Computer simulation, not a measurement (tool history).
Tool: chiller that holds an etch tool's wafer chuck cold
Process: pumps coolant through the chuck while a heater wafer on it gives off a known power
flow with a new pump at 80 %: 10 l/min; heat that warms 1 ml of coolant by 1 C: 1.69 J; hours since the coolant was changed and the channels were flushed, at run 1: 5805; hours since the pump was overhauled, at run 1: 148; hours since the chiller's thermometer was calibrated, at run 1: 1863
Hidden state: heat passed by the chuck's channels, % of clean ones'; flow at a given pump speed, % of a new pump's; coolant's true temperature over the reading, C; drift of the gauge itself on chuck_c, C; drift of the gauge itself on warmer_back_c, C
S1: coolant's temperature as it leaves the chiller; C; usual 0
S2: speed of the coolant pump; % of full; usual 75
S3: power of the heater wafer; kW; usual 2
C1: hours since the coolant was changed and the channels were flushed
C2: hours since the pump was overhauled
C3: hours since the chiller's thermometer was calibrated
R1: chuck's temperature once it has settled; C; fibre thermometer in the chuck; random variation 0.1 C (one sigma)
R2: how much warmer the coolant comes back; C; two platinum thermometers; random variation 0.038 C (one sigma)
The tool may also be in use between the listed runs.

run 1 day=0 | S1=0 S2=75 S3=2 | C1=5805 C2=148 C3=1863 | R1=30 R2=7.66
run 2 day=3.908 | S1=0 S2=75 S3=2 | C1=5899 C2=242 C3=1956 | R1=30.3 R2=7.68
run 3 day=8.842 | S1=-5 S2=75 S3=2 | C1=6017 C2=360 C3=2075 | R1=25.3 R2=7.77
run 4 day=11.275 | S1=-5 S2=75 S3=2 | C1=6076 C2=419 C3=2133 | R1=25.5 R2=7.74
run 5 day=14.192 | S1=0 S2=75 S3=2 | C1=6146 C2=489 C3=2203 | R1=30.3 R2=7.76
run 6 day=18.554 | S1=0 S2=75 S3=2 | C1=6251 C2=594 C3=2308 | R1=30.5 R2=7.75
-- day=20.671 coolant changed, channels flushed
run 7 day=23.871 | S1=-6 S2=75 S3=2 | C1=77 C2=715 C3=2429 | R1=21 R2=7.71
run 8 day=26.025 | S1=0 S2=75 S3=2 | C1=128 C2=767 C3=2481 | R1=26.9 R2=7.78
run 9 day=29.746 | S1=0 S2=75 S3=2 | C1=218 C2=856 C3=2570 | R1=27 R2=7.79
run 10 day=34.871 | S1=0 S2=75 S3=2 | C1=341 C2=979 C3=2693 | R1=27.2 R2=7.83
run 11 day=40.067 | S1=0 S2=75 S3=2 | C1=465 C2=1104 C3=2818 | R1=27 R2=7.81
run 12 day=42.4 | S1=0 S2=75 S3=2 | C1=522 C2=1160 C3=2874 | R1=27.1 R2=7.87
-- day=42.933 chiller's thermometer calibrated
run 13 day=46.158 | S1=0 S2=75 S3=2 | C1=611 C2=1249 C3=77 | R1=27.2 R2=7.82
run 14 day=50.792 | S1=0 S2=75 S3=2 | C1=722 C2=1360 C3=189 | R1=27.1 R2=7.91
run 15 day=55.283 | S1=0 S2=75 S3=2 | C1=830 C2=1468 C3=296 | R1=27.3 R2=7.95
run 16 day=59.054 | S1=0 S2=75 S3=2 | C1=920 C2=1559 C3=387 | R1=27.4 R2=7.92
-- day=60.783 chiller's thermometer calibrated, once more
run 17 day=62.992 | S1=0 S2=75 S3=2 | C1=1014 C2=1652 C3=53 | R1=27.9 R2=7.93
run 18 day=67.85 | S1=7 S2=93 S3=1.742 | C1=1130 C2=1769 C3=170 | R1=27.4 R2=5.42
run 19 day=70.967 | S1=-9 S2=89 S3=1.195 | C1=1205 C2=1844 C3=244 | R1=5.3 R2=3.87
run 20 day=74.612 | S1=-10 S2=89 S3=2.511 | C1=1293 C2=1931 C3=332 | R1=20.7 R2=8.25
run 21 day=77.479 | S1=0 S2=62 S3=2.952 | C1=1361 C2=2000 C3=401 | R1=48.9 R2=14.43
run 22 day=82.129 | S1=0 S2=86 S3=2.546 | C1=1473 C2=2111 C3=512 | R1=31.9 R2=8.77

The next listed run, before its measurement:
run 23 day=85.454 | S1=0 S2=61 S3=2 | C1=1553 C2=2191 C3=592 | R1=? R2=?

{"run 23": {"R1": 33.7, "R2": 10.05}}
Without the tool's hidden state the same run would have given R1 31.3 C, R2 9.6 C.
